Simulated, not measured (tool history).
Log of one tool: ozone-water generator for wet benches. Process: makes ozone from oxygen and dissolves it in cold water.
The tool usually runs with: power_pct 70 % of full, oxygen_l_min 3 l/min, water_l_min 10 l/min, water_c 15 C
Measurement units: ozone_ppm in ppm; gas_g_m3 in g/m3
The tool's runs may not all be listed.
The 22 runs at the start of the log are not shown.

| run | hour | power_pct | oxygen_l_min | water_l_min | water_c | hours of work since the electrodes were changed | hours of work since the contactor was cleaned | hours of work since the thermometer was calibrated | ozone_ppm | gas_g_m3 |
|---|---|---|---|---|---|---|---|---|---|---|
| 23 | 807.4 | 62 | 3 | 8 | 11 | 1623 | 3739 | 3739 | 23.8 | 215.7 |
| 24 | 842.4 | 70 | 5.37 | 13 | 15 | 1655 | 3771 | 3771 | 15.9 | 165.6 |
| 25 | 874.1 | 98 | 3 | 10 | 17 | 1684 | 3800 | 3800 | 23.1 | 274 |
| 26 | 918.6 | 70 | 1.76 | 8 | 15 | 1725 | 3841 | 3841 | 23.8 | 307.9 |
| 27 | 966.6 | 70 | 1.76 | 8 | 15 | 1769 | 3885 | 3885 | 23.9 | 306.8 |
| 28 | 994 | 70 | 1.76 | 11 | 20 | 1794 | 3910 | 3910 | 16.8 | 308 |
| 29 | 1032.4 | 70 | 1.76 | 11 | 20 | 1829 | 3945 | 3945 | 17.1 | 307.6 |
| 30 | 1068.5 | 49 | 2.55 | 6 | 10 | 1862 | 3979 | 3979 | 26.5 | 206.5 |
| 31 | 1093.1 | 45 | 2 | 15 | 11 | 1885 | 4001 | 4001 | 11.1 | 224.9 |
| 32 | 1121.1 | 93 | 1.69 | 9 | 11 | 1911 | 4027 | 4027 | 26 | 357.7 |

3 options for the next run, each taken on its own from the tool as it stands now. Forecast them:
| A | 1149.6 | 70 | 1.89 | 10 | 22 | 1937 | 4053 | 4053 | ? | ? |
| B | 1149.6 | 40 | 1.89 | 9 | 20 | 1937 | 4053 | 4053 | ? | ? |
| C | 1149.6 | 70 | 3 | 13 | 18 | 1937 | 4053 | 4053 | ? | ? |

| run | ozone_ppm | gas_g_m3 |
|---|---|---|
| A | 18 | 296.6 |
| B | 15 | 221 |
| C | 15.2 | 224.8 |
Without the tool's hidden state the same runs would have given:
| run | ozone_ppm | gas_g_m3 |
|---|---|---|
| A | 22.1 | 325.8 |
| B | 17.9 | 235.9 |
| C | 18.9 | 247.1 |
